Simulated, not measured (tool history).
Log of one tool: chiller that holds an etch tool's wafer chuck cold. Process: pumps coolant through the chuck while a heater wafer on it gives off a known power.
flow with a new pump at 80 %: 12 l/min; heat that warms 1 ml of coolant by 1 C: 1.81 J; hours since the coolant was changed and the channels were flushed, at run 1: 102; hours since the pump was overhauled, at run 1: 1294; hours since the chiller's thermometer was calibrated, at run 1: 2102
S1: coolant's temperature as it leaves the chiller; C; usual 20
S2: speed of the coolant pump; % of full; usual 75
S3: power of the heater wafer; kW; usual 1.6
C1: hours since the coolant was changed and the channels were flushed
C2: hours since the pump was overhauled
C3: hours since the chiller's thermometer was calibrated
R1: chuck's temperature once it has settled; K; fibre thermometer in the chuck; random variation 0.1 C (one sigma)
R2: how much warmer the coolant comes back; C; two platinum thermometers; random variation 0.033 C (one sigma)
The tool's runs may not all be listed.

{"run": 1, "hour": 0.0, "S1": 20, "S2": 75, "S3": 1.6, "C1": 102, "C2": 1294, "C3": 2102, "R1": 308.45, "R2": 4.75}
{"run": 2, "hour": 182.1, "S1": 20, "S2": 75, "S3": 1.806, "C1": 284, "C2": 1476, "C3": 2284, "R1": 310.55, "R2": 5.28}
{"run": 3, "hour": 329.7, "S1": 20, "S2": 75, "S3": 1.806, "C1": 432, "C2": 1623, "C3": 2431, "R1": 310.55, "R2": 5.31}
{"run": 4, "hour": 543.2, "S1": 20, "S2": 75, "S3": 1.806, "C1": 645, "C2": 1837, "C3": 2645, "R1": 310.55, "R2": 5.25}
{"run": 5, "hour": 668.4, "S1": 20, "S2": 75, "S3": 1.6, "C1": 771, "C2": 1962, "C3": 2770, "R1": 308.75, "R2": 4.71}
{"run": 6, "hour": 761.7, "S1": 20, "S2": 75, "S3": 1.6, "C1": 864, "C2": 2055, "C3": 2863, "R1": 308.45, "R2": 4.61}
{"run": 7, "hour": 936.6, "S1": 20, "S2": 75, "S3": 1.6, "C1": 1039, "C2": 2230, "C3": 3038, "R1": 308.45, "R2": 4.69}
{"run": 8, "hour": 1099.8, "S1": 20, "S2": 97, "S3": 1.6, "C1": 1202, "C2": 2394, "C3": 3201, "R1": 305.55, "R2": 3.52}
{"run": 9, "hour": 1206.5, "S1": 20, "S2": 75, "S3": 1.6, "C1": 1309, "C2": 2500, "C3": 3308, "R1": 308.45, "R2": 4.64}
{"run": 10, "hour": 1354.1, "S1": 18, "S2": 75, "S3": 1.6, "C1": 1456, "C2": 2648, "C3": 3456, "R1": 306.45, "R2": 4.63}
{"run": 11, "hour": 1527.6, "S1": 18, "S2": 61, "S3": 1.6, "C1": 1630, "C2": 2821, "C3": 3629, "R1": 309.65, "R2": 5.8}
{"run": 12, "hour": 1655.6, "S1": 18, "S2": 61, "S3": 1.6, "C1": 1758, "C2": 2949, "C3": 3757, "R1": 309.25, "R2": 5.78}
{"run": 13, "hour": 1758.9, "S1": 18, "S2": 61, "S3": 1.6, "C1": 1861, "C2": 3053, "C3": 3861, "R1": 309.55, "R2": 5.74}
{"run": 14, "hour": 1916.1, "S1": 18, "S2": 61, "S3": 1.6, "C1": 2018, "C2": 3210, "C3": 4018, "R1": 309.45, "R2": 5.79}
{"run": 15, "hour": 2041.7, "S1": 20, "S2": 75, "S3": 1, "C1": 2144, "C2": 3335, "C3": 4143, "R1": 302.75, "R2": 2.77}
{"run": 16, "hour": 2191.8, "S1": 20, "S2": 75, "S3": 1, "C1": 2294, "C2": 3486, "C3": 4293, "R1": 302.65, "R2": 2.78}
{"run": 17, "hour": 2314.2, "S1": 14, "S2": 75, "S3": 1.6, "C1": 2416, "C2": 3608, "C3": 4416, "R1": 302.55, "R2": 4.6}
{"run": 18, "hour": 2465.6, "S1": 20, "S2": 62, "S3": 1.129, "C1": 2568, "C2": 3759, "C3": 4567, "R1": 305.95, "R2": 3.92}
{"run": 19, "hour": 2641.2, "S1": 11, "S2": 61, "S3": 1.129, "C1": 2743, "C2": 3935, "C3": 4743, "R1": 297.15, "R2": 4}
{"run": 20, "hour": 2818.7, "S1": 11, "S2": 61, "S3": 1.129, "C1": 2921, "C2": 4112, "C3": 4920, "R1": 297.05, "R2": 3.99}
{"run": 21, "hour": 2946.8, "S1": 23, "S2": 66, "S3": 1.129, "C1": 3049, "C2": 4241, "C3": 5048, "R1": 308.15, "R2": 3.6}
{"run": 22, "hour": 3079.9, "S1": 20, "S2": 66, "S3": 1.621, "C1": 3182, "C2": 4374, "C3": 5182, "R1": 310.65, "R2": 5.25}
{"run": 23, "hour": 3195.1, "S1": 11, "S2": 77, "S3": 1.104, "C1": 3297, "C2": 4489, "C3": 5297, "R1": 294.45, "R2": 2.91}
{"run": 24, "hour": 3297.2, "S1": 11, "S2": 77, "S3": 1.104, "C1": 3399, "C2": 4591, "C3": 5399, "R1": 294.55, "R2": 2.99}
{"run": 25, "hour": 3454.9, "S1": 11, "S2": 77, "S3": 1.104, "C1": 3557, "C2": 4749, "C3": 5557, "R1": 294.65, "R2": 2.92}
{"run": 26, "hour": 3585.2, "S1": 11, "S2": 77, "S3": 1.104, "C1": 3687, "C2": 4879, "C3": 5687, "R1": 294.45, "R2": 2.92}
{"run": 27, "hour": 3772.0, "S1": 11, "S2": 77, "S3": 1.104, "C1": 3874, "C2": 5066, "C3": 5874, "R1": 294.45, "R2": 2.9}
{"hour": 3852.4, "done": "chiller's thermometer calibrated"}
{"run": 28, "hour": 3871.9, "S1": 17, "S2": 94, "S3": 1.579, "C1": 3973, "C2": 5165, "C3": 20, "R1": 302.65, "R2": 3.36}
{"run": 29, "hour": 3968.7, "S1": 17, "S2": 94, "S3": 1.579, "C1": 4070, "C2": 5262, "C3": 116, "R1": 302.65, "R2": 3.36}
{"run": 30, "hour": 4110.2, "S1": 17, "S2": 94, "S3": 1.579, "C1": 4211, "C2": 5403, "C3": 258, "R1": 302.75, "R2": 3.35}
{"run": 31, "hour": 4277.9, "S1": 20, "S2": 95, "S3": 1.02, "C1": 4379, "C2": 5571, "C3": 426, "R1": 301.25, "R2": 2.01}

Forecast each of these 4 alternatives for the next run:
{"run": "A", "hour": 4410.9, "S1": 21, "S2": 76, "S3": 1.02, "C1": 4512, "C2": 5704, "C3": 558, "R1": "?", "R2": "?"}
{"run": "B", "hour": 4410.9, "S1": 18, "S2": 75, "S3": 1.6, "C1": 4512, "C2": 5704, "C3": 558, "R1": "?", "R2": "?"}
{"run": "C", "hour": 4410.9, "S1": 28, "S2": 84, "S3": 1.094, "C1": 4512, "C2": 5704, "C3": 558, "R1": "?", "R2": "?"}
{"run": "D", "hour": 4410.9, "S1": 14, "S2": 95, "S3": 1.02, "C1": 4512, "C2": 5704, "C3": 558, "R1": "?", "R2": "?"}

run=A R1=303.95 R2=2.59
run=B R1=306.55 R2=4.35
run=C R1=310.75 R2=2.54
run=D R1=295.05 R2=2.09
Without the tool's hidden state the same runs would have given:
run=A R1=303.95 R2=2.92
run=B R1=306.55 R2=4.68
run=C R1=310.75 R2=2.87
run=D R1=295.05 R2=2.41
